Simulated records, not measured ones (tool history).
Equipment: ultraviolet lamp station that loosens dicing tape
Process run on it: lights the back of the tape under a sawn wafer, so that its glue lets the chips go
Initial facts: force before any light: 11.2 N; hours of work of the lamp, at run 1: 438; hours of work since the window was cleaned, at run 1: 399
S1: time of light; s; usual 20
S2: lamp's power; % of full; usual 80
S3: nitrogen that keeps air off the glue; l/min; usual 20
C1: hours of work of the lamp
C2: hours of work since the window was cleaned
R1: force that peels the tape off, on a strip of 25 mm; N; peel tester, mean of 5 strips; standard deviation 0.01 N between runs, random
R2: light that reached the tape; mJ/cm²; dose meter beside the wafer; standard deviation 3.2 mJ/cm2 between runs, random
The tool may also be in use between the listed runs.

run,hour,S1,S2,S3,C1,C2,R1,R2
1,0,20,80,20,438,399,0.838,372
2,23.7,20,80,20,456,417,0.854,362
3,45.6,39,80,20,473,434,0.249,700
4,59,39,80,20,483,444,0.23,698
5,85.3,25,80,20,503,465,0.566,440
6,107.7,20,80,20,520,482,0.981,344
7,135.4,20,62,20,541,503,1.766,260
8,148.6,16,79,7,551,513,2.862,269
# hour 150.7: window cleaned of glue's vapour
9,176.9,12,65,26,573,20,3.434,152
10,194.5,12,96,7,586,34,3.546,224
11,206.9,12,96,7,595,43,3.439,222

3 options for the next run, each taken on its own from the tool as it stands now. Forecast them:
A,222,10,96,7,607,55,?,?
B,222,11,78,12,607,55,?,?
C,222,10,80,20,607,55,?,?

run,R1,R2
A,4.128,188
B,3.844,168
C,3.514,153
Without the tool's hidden state the same runs would have given:
run,R1,R2
A,2.285,306
B,2.048,273
C,1.782,251

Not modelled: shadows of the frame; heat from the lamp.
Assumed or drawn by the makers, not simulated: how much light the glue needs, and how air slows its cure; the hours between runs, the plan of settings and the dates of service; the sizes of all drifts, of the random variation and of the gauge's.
